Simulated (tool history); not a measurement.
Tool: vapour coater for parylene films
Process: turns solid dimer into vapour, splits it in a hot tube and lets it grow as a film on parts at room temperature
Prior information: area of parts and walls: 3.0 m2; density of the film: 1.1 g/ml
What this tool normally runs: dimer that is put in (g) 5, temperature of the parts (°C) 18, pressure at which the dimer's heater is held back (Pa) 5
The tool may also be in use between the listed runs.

run     day  dimer that is put in (g)  temperature of the parts (°C)  pressure at which the dimer's heater is held back (Pa)  thickness of the film (nm)
  1       0                         5                             18                                                       5                         780
  2   1.158                         5                             18                                                       5                         780
  3   2.704                         5                             18                                                       5                         790
  4   3.538                         5                             18                                                       5                         770
  5   4.817                         5                             15                                                       5                         860
  6   5.683                         5                             15                                                   10.26                         730
  7   6.442                         5                             18                                                    4.71                         730
  8   7.862                         5                             18                                                    4.71                         710
  9   9.317                         5                             15                                                       5                         800
 10  10.392                         5                             18                                                    2.79                         810
 11  11.438                         5                             18                                                    2.79                         790
 12  12.104                         5                             18                                                       5                         720
 13   13.15                         5                             18                                                       5                         700
 14  14.158                         5                             15                                                       5                         730
     14.871  -- trap's valve overhauled
 15  15.388                         5                             11                                                       5                         940
 16      17                         5                             18                                                       5                         810
 17  17.679                         5                             18                                                       5                         820
 18  19.008                         5                             18                                                    2.57                         910
 19  20.612                         5                             18                                                    2.57                         860
 20  22.167                         5                             18                                                       5                         760
 21  22.867                         5                             18                                                       5                         800
 22  23.933                         6                             18                                                       5                         920
 23  24.833                         3                             18                                                    3.66                         480
 24  25.925                         3                             18                                                    9.02                         420
 25  26.767                         3                             14                                                    5.63                         490
 26  28.225                         3                             14                                                    5.63                         500
 27  29.158                         5                             18                                                    8.74                         650
 28  30.054                         5                             18                                                    8.74                         660
 29  31.371                         5                             18                                                    8.74                         650
 30  32.175                         5                             25                                                    8.74                         530
 31  33.596                         5                             25                                                    8.74                         520
     34.279  -- trap's valve overhauled
 32  34.775                         5                             25                                                    8.74                         590
 33  35.562                         5                             25                                                    8.74                         600
 34  36.767                         5                             17                                                   10.28                         690
 35  38.379                         9                             18                                                    2.73                        1550
 36  39.238                         3                             15                                                    8.97                         410
 37  40.246                         2                             18                                                       5                         320
 38  41.038                         6                             10                                                     8.1                        1010
 39  42.175                         6                             10                                                     8.1                        1000
 40  43.762                         3                             18                                                    2.75                         500
 41  44.483                         5                             19                                                    3.81                         730

Consider 3 possible next runs. They are alternatives, not a sequence: every one starts from the tool as it was left by run 41. What does each give?
  A  45.312                         6                             22                                                    2.53                           ?
  B  45.312                         5                             28                                                     8.3                           ?
  C  45.312                         5                             18                                                    3.99                           ?

run  thickness of the film (nm)
  A                         920
  B                         550
  C                         760
With no hidden state in the tool, these same runs would have given:
run  thickness of the film (nm)
  A                        1030
  B                         610
  C                         860
